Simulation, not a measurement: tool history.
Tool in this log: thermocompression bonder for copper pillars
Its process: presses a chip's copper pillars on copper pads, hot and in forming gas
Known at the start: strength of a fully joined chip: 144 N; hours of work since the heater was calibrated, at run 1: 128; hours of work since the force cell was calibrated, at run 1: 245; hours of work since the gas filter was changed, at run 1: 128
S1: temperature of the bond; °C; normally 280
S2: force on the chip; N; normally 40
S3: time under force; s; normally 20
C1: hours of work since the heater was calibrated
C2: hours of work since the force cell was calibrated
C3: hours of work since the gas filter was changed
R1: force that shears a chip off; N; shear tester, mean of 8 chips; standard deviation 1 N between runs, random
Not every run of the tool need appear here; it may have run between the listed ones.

run    hour   S1  S2  S3   C1    C2   C3     R1
  1       0  280  40  20  128   245  128   87.4
       32.6  -- forming gas filter changed
  2      37  280  40  20  156   273    3   90.9
  3    73.1  280  40  20  184   300   31   88.8
  4    98.8  280  40  20  203   320   51   88.4
  5   128.1  280  40  20  226   342   73   87.8
  6     162  280  40  20  252   368   99   85.6
  7   191.8  280  40  20  274   391  122   85.6
  8   214.1  280  40  20  291   408  139   84.2
        234  -- forming gas filter changed
  9   250.6  280  40  20  319   436   13   88.3
 10   282.6  280  40  20  343   460   37   87.2
 11   314.5  280  40  20  368   485   62   85.1
 12   334.2  280  40  20  383   500   77   85.1
 13   365.9  280  40  20  407   524  101   83.8
 14   390.3  280  40  20  426   543  120   83.8
 15   420.8  280  46  20  449   566  143   91.2
      434.3  -- forming gas filter changed
 16   459.6  280  46  20  479   595   19   97.1
 17     498  280  40  20  508   625   49   84.6
      518.4  -- heater calibrated with a thermocouple chip
 18     537  280  40  20   14   653   77   88.8
 19   558.9  280  40  20   31   670   94   87.4
 20   590.6  280  40  20   55   694  118   87.1
 21     622  280  30  12   79   718  142   54.4
      637.9  -- forming gas filter changed
 22   644.7  280  27  20   96   735    5   60.3
 23   667.3  280  29  36  114   752   23     80
 24     693  280  29  36  133   772   42   78.9
 25   730.4  304  42  34  162   801   71  121.1
 26   748.6  304  42  11  176   815   85   93.7
 27   770.6  304  42  11  193   831  102   96.9
 28   800.2  294  26  11  215   854  124     54
 29   820.7  289  47  14  231   870  140   94.6
      838.1  -- forming gas filter changed
 30   843.5  285  43  15  248   887    4   89.4
 31     875  285  43  15  272   911   28     89
 32   902.7  285  43  12  293   932   49   80.7
 33   939.3  263  40  55  321   960   77   91.8
 34   965.5  300  55  13  341   980   98  115.2
 35  1000.9  300  55  11  368  1007  125  107.6
 36  1024.6  300  55  11  387  1025  143  107.4
       1040  -- forming gas filter changed
 37  1054.1  300  55  11  409  1048   11  112.8
 38  1087.8  285  37  18  435  1073   37   78.8
 39  1108.9  285  37  18  451  1089   53   79.7

Table of differences, measured result less the result of that run with no hidden state. Run-to-run variation is the same in both. Gauge scatter possibly is not:
What the log doesn't record here: true temperature of the bond over the reading, C; force that reaches the chip, % of what is set; oxide that the forming gas leaves, % of the face; drift of the gauge itself on shear_n, %.
run     R1
  1   -6.6
  2   -1.9
  3   -3.1
  4     -4
  5     -5
  6   -6.3
  7   -7.3
  8   -8.1
  9   -4.5
 10   -5.5
 11   -6.7
 12   -7.4
 13   -8.4
 14   -9.4
 15  -10.7
 16   -6.6
 17   -7.9
 18   -4.4
 19   -5.2
 20   -6.2
 21   -5.3
 22   -2.6
 23   -3.8
 24   -4.6
 25   -5.7
 26   -6.7
 27   -7.7
 28   -6.3
 29   -9.7
 30   -5.1
 31   -6.3
 32     -7
 33   -9.1
 34   -9.3
 35  -10.7
 36  -11.6
 37   -6.2
 38   -8.3
 39   -9.2
